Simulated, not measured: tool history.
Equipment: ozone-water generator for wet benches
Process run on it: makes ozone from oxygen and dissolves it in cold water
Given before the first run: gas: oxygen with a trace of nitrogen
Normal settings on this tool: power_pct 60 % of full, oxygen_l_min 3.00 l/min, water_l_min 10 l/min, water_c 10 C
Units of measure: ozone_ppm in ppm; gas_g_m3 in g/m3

| run | hour | power_pct | oxygen_l_min | water_l_min | water_c | ozone_ppm | gas_g_m3 |
|---|---|---|---|---|---|---|---|
| 1 | 0.0 | 60 | 3.00 | 10 | 10 | 25.2 | 228.0 |
| 2 | 51.8 | 60 | 3.00 | 6 | 10 | 38.0 | 228.9 |
| 3 | 105.7 | 60 | 3.00 | 6 | 10 | 37.9 | 229.4 |
| 4 | 196.9 | 60 | 3.00 | 6 | 10 | 37.8 | 228.2 |
| 5 | 268.8 | 60 | 3.00 | 6 | 10 | 37.8 | 227.4 |
| 6 | 349.6 | 60 | 3.00 | 6 | 10 | 37.7 | 227.0 |
| 7 | 411.0 | 60 | 3.00 | 10 | 10 | 25.1 | 226.9 |
| 8 | 462.2 | 60 | 3.00 | 10 | 6 | 26.3 | 227.7 |
| 9 | 525.1 | 60 | 3.00 | 9 | 10 | 27.5 | 227.0 |
| 10 | 578.6 | 60 | 3.00 | 9 | 10 | 27.3 | 227.9 |
| 11 | 666.5 | 60 | 3.00 | 10 | 10 | 24.8 | 224.7 |
| 12 | 768.7 | 77 | 3.00 | 10 | 10 | 30.4 | 280.3 |
| 13 | 843.4 | 77 | 3.00 | 10 | 10 | 30.8 | 280.8 |
| 14 | 908.6 | 71 | 3.00 | 10 | 10 | 28.4 | 259.4 |
| 15 | 992.6 | 71 | 3.00 | 10 | 10 | 28.1 | 258.5 |
|  | 1001.0 | water thermometer calibrated |
|  | 1086.8 | contactor cleaned |
| 16 | 1099.6 | 60 | 4.04 | 10 | 10 | 25.1 | 186.8 |
| 17 | 1142.5 | 42 | 4.04 | 9 | 9 | 20.6 | 136.3 |
|  | 1181.3 | water thermometer calibrated, once more |
| 18 | 1242.3 | 50 | 3.00 | 16 | 10 | 14.4 | 192.0 |
| 19 | 1324.9 | 50 | 4.10 | 16 | 14 | 13.5 | 156.5 |
| 20 | 1415.1 | 50 | 4.10 | 16 | 14 | 13.5 | 155.9 |
| 21 | 1495.5 | 81 | 3.00 | 7 | 8 | 46.4 | 285.9 |
| 22 | 1586.7 | 58 | 1.95 | 10 | 11 | 24.8 | 286.4 |
| 23 | 1646.1 | 58 | 4.03 | 10 | 11 | 24.0 | 179.8 |
| 24 | 1689.9 | 58 | 4.03 | 11 | 14 | 21.1 | 180.6 |
| 25 | 1762.2 | 58 | 4.03 | 11 | 14 | 21.2 | 179.2 |
| 26 | 1831.1 | 58 | 4.03 | 11 | 14 | 21.0 | 178.2 |
| 27 | 1895.4 | 77 | 2.63 | 10 | 10 | 31.8 | 298.8 |
| 28 | 1964.3 | 41 | 4.75 | 16 | 10 | 11.8 | 119.8 |
| 29 | 2016.7 | 41 | 4.75 | 16 | 10 | 12.0 | 121.1 |
| 30 | 2062.8 | 60 | 3.00 | 10 | 10 | 25.4 | 222.5 |
| 31 | 2156.7 | 60 | 2.95 | 16 | 15 | 15.6 | 224.0 |
| 32 | 2219.2 | 60 | 4.29 | 9 | 15 | 24.5 | 176.5 |

Alternative continuations, all from the tool just after run 32; predict every row:
| A | 2280.2 | 60 | 2.10 | 14 | 10 | ? | ? |
| B | 2280.2 | 69 | 3.00 | 16 | 10 | ? | ? |
| C | 2280.2 | 54 | 4.29 | 9 | 15 | ? | ? |

| run | ozone_ppm | gas_g_m3 |
|---|---|---|
| A | 18.3 | 278.6 |
| B | 18.4 | 247.5 |
| C | 22.3 | 160.9 |
With the hidden condition removed and each run's random variation left untouched, the same runs would have given:
| run | ozone_ppm | gas_g_m3 |
|---|---|---|
| A | 20.2 | 301.1 |
| B | 20.6 | 270.5 |
| C | 24.4 | 172.4 |

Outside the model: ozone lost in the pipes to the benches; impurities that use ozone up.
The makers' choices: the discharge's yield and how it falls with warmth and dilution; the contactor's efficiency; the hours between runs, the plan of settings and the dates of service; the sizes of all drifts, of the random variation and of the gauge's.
